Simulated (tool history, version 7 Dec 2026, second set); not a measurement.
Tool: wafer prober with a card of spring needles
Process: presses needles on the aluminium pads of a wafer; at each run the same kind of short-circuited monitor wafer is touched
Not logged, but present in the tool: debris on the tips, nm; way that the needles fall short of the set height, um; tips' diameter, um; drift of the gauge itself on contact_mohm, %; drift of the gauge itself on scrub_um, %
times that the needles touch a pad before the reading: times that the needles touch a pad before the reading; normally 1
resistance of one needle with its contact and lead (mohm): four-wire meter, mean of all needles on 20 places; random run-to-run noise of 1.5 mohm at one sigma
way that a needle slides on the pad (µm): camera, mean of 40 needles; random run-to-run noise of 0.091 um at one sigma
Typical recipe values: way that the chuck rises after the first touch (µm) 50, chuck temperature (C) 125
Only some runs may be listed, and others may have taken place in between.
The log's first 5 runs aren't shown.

| run | hour | way that the chuck rises after the first touch (µm) | chuck temperature (C) | times that the needles touch a pad before the reading | touches since the tips were cleaned | cleanings since the card got new needles | touches since the first contact's height was set | resistance of one needle with its contact and lead (mohm) | way that a needle slides on the pad (µm) |
|---|---|---|---|---|---|---|---|---|---|
| 6 | 51.2 | 50 | 27 | 1 | 2628 | 14 | 136295 | 121 | 13.77 |
| 7 | 61.2 | 50 | 27 | 1 | 4658 | 14 | 138325 | 120 | 13.96 |
| 8 | 74.4 | 50 | 27 | 1 | 7330 | 14 | 140997 | 122 | 13.95 |
|  | 82.3 | tips cleaned on abrasive film |
| 9 | 86.0 | 50 | 27 | 1 | 753 | 15 | 143332 | 116 | 13.88 |
| 10 | 95.7 | 50 | 29 | 1 | 2725 | 15 | 145304 | 120 | 13.87 |
| 11 | 105.7 | 50 | 125 | 1 | 4745 | 15 | 147324 | 135 | 14.00 |
| 12 | 123.2 | 50 | 125 | 1 | 8296 | 15 | 150875 | 136 | 13.82 |
|  | 126.2 | tips cleaned on abrasive film |
| 13 | 132.1 | 50 | 125 | 1 | 1184 | 16 | 152663 | 134 | 13.92 |
| 14 | 145.2 | 50 | 125 | 1 | 3844 | 16 | 155323 | 135 | 14.11 |
| 15 | 154.0 | 50 | 125 | 1 | 5643 | 16 | 157122 | 134 | 14.10 |
| 16 | 163.1 | 50 | 113 | 1 | 7475 | 16 | 158954 | 133 | 13.85 |
|  | 171.1 | tips cleaned on abrasive film |
| 17 | 173.9 | 50 | 113 | 1 | 577 | 17 | 161143 | 134 | 13.82 |
| 18 | 190.5 | 50 | 125 | 2 | 3937 | 17 | 164503 | 132 | 13.86 |
| 19 | 200.1 | 50 | 125 | 2 | 5886 | 17 | 166452 | 131 | 13.70 |
| 20 | 209.5 | 50 | 125 | 2 | 7792 | 17 | 168358 | 135 | 13.93 |
|  | 216.2 | tips cleaned on abrasive film |
| 21 | 224.5 | 50 | 90 | 1 | 1680 | 18 | 171384 | 131 | 14.02 |
| 22 | 242.0 | 50 | 90 | 1 | 5224 | 18 | 174928 | 129 | 13.99 |
| 23 | 249.1 | 65 | 125 | 2 | 6680 | 18 | 176384 | 129 | 18.08 |
|  | 261.0 | tips cleaned on abrasive film |
| 24 | 261.0 | 30 | 36 | 2 | 0 | 19 | 178778 | 130 | 8.46 |
| 25 | 268.7 | 55 | 83 | 2 | 1556 | 19 | 180334 | 128 | 15.36 |
| 26 | 280.1 | 55 | 83 | 2 | 3871 | 19 | 182649 | 126 | 15.48 |
| 27 | 293.7 | 40 | 121 | 1 | 6638 | 19 | 185416 | 137 | 11.06 |
|  | 305.5 | tips cleaned on abrasive film |
| 28 | 308.7 | 50 | 42 | 1 | 662 | 20 | 188440 | 122 | 14.07 |

Run 29 comes next. What will it give?
| 29 | 317.5 | 38 | 30 | 3 | 2452 | 20 | 190230 | ? | ? |

resistance of one needle with its contact and lead (mohm): 126
way that a needle slides on the pad (µm): 10.64
Had the tool carried no hidden state, the very same run would have given resistance of one needle with its contact and lead (mohm) 126, way that a needle slides on the pad (µm) 10.64.
